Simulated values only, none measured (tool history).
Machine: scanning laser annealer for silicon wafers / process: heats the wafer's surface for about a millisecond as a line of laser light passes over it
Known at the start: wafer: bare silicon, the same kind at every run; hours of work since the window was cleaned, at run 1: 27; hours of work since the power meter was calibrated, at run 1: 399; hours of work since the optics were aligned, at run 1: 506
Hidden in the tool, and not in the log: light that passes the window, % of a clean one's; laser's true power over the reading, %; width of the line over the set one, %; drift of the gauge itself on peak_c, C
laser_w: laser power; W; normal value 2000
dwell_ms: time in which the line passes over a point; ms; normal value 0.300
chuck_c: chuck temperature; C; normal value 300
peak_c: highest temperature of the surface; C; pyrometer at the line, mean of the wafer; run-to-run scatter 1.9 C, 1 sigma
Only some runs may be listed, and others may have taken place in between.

run   hour  laser_w  dwell_ms  chuck_c  hours of work since the window was cleaned  hours of work since the power meter was calibrated  hours of work since the optics were aligned  peak_c
  1    0.0     2000     0.300      300                                          27                                                 399                                          506    1110
  2   13.7     2000     0.300      300                                          38                                                 410                                          516    1108
  3   38.9     2000     0.300      300                                          57                                                 429                                          536    1109
  4   62.9     2000     0.300      300                                          76                                                 448                                          554    1109
  5   77.2     1796     0.300      300                                          87                                                 459                                          565    1030
  6   98.3     2000     0.357      300                                         103                                                 475                                          581    1198
  7  119.9     2000     0.357      300                                         120                                                 492                                          598    1195
  8  130.5     2000     0.340      300                                         128                                                 500                                          606    1171
  9  153.3     1838     0.300      300                                         146                                                 518                                          624    1045
 10  175.5     2000     0.326      300                                         163                                                 535                                          641    1146
 11  192.0     2000     0.326      300                                         175                                                 547                                          654    1148
 12  208.0     2127     0.326      300                                         188                                                 560                                          666    1202
 13  221.2     2127     0.326      300                                         198                                                 570                                          676    1201
 14  237.8     2000     0.300      300                                         211                                                 583                                          689    1108
 15  263.5     2000     0.300      300                                         231                                                 603                                          709    1105
 16  286.4     2000     0.300      300                                         248                                                 620                                          727    1108
 17  298.0     2000     0.300      300                                         257                                                 629                                          736    1109
 18  322.9     2000     0.300      300                                         276                                                 648                                          755    1106
 19  339.9     2000     0.300      300                                         290                                                 662                                          768    1109
 20  362.9     2000     0.300      300                                         307                                                 679                                          786    1105
 21  376.7     2000     0.300      300                                         318                                                 690                                          796    1103
 22  389.6     2039     0.365      305                                         328                                                 700                                          806    1230
 23  405.5     2039     0.365      305                                         340                                                 712                                          818    1228
 24  430.8     2039     0.365      305                                         360                                                 732                                          838    1230
 25  451.1     2147     0.300      296                                         375                                                 747                                          854    1161
 26  461.8     2188     0.280      274                                         384                                                 756                                          862    1120
 27  474.5     1895     0.324      325                                         393                                                 765                                          872    1132
 28  500.3     1895     0.324      325                                         413                                                 785                                          892    1130
 29  523.8     1895     0.324      325                                         431                                                 803                                          910    1129
 30  546.9     2042     0.217      299                                         449                                                 821                                          927     982
 31  570.4     2113     0.309      265                                         467                                                 839                                          946    1132
 32  581.3     1782     0.309      265                                         476                                                 848                                          954    1001
 33  602.4     2117     0.300      300                                         492                                                 864                                          970    1152
 34  614.2     2117     0.300      300                                         501                                                 873                                          979    1150
 35  633.3     1762     0.366      300                                         516                                                 888                                          994    1107
 36  649.1     1762     0.366      300                                         528                                                 900                                         1006    1108
 37  674.5     1762     0.366      300                                         548                                                 920                                         1026    1106
 38  686.7     2000     0.337      274                                         557                                                 929                                         1035    1142
 39  711.0     2035     0.331      295                                         576                                                 948                                         1054    1168
 40  733.0     2035     0.331      295                                         593                                                 965                                         1071    1167

Branching from run 40: 3 alternative next runs. What would each branch give?
  A  756.2     1924     0.354      290                                         611                                                 983                                         1089       ?
  B  756.2     1968     0.251      299                                         611                                                 983                                         1089       ?
  C  756.2     2035     0.331      273                                         611                                                 983                                         1089       ?

run  peak_c
  A    1153
  B    1011
  C    1142
Without the tool's hidden state the same runs would have given:
run  peak_c
  A    1155
  B    1012
  C    1143
